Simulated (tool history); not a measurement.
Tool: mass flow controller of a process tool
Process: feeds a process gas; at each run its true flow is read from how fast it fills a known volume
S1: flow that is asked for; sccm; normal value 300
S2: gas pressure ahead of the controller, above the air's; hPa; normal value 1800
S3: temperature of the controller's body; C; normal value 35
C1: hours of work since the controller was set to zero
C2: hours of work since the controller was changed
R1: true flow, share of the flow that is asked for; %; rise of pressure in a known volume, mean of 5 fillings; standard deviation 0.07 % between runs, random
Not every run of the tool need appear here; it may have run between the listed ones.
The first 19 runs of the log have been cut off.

| run | hour | S1 | S2 | S3 | C1 | C2 | R1 |
|---|---|---|---|---|---|---|---|
| 20 | 2182.6 | 300 | 1800 | 28 | 83 | 1002 | 98.71 |
| 21 | 2298.8 | 300 | 1800 | 35 | 124 | 1043 | 98.86 |
| 22 | 2425.7 | 300 | 1800 | 35 | 168 | 1087 | 99.01 |
| 23 | 2572.3 | 300 | 1800 | 21 | 220 | 1139 | 98.70 |
| 24 | 2704.2 | 300 | 2140 | 35 | 266 | 1185 | 99.03 |
| 25 | 2806.0 | 300 | 2570 | 22 | 302 | 1221 | 98.76 |
| 26 | 2951.8 | 115 | 1940 | 35 | 354 | 1273 | 98.53 |
| 27 | 3080.6 | 258 | 1840 | 40 | 399 | 1318 | 98.87 |
| 28 | 3163.7 | 183 | 2520 | 38 | 428 | 1347 | 98.69 |
| 29 | 3327.6 | 183 | 2170 | 29 | 486 | 1405 | 98.53 |
| 30 | 3405.7 | 183 | 2170 | 32 | 514 | 1433 | 98.53 |
| 31 | 3516.1 | 111 | 1910 | 35 | 552 | 1471 | 98.52 |
| 32 | 3588.7 | 79 | 2650 | 35 | 578 | 1497 | 98.61 |
| 33 | 3733.7 | 79 | 2650 | 35 | 629 | 1548 | 98.72 |
| 34 | 3896.4 | 79 | 2650 | 35 | 686 | 1605 | 98.76 |

Run 35, settings as shown, results not yet in. Your forecast:
| 35 | 4039.1 | 493 | 2630 | 25 | 737 | 1656 | ? |

Run 35 yielded R1 99.51 %.
With no hidden state in the tool, this same run would have given R1 100.06 %.
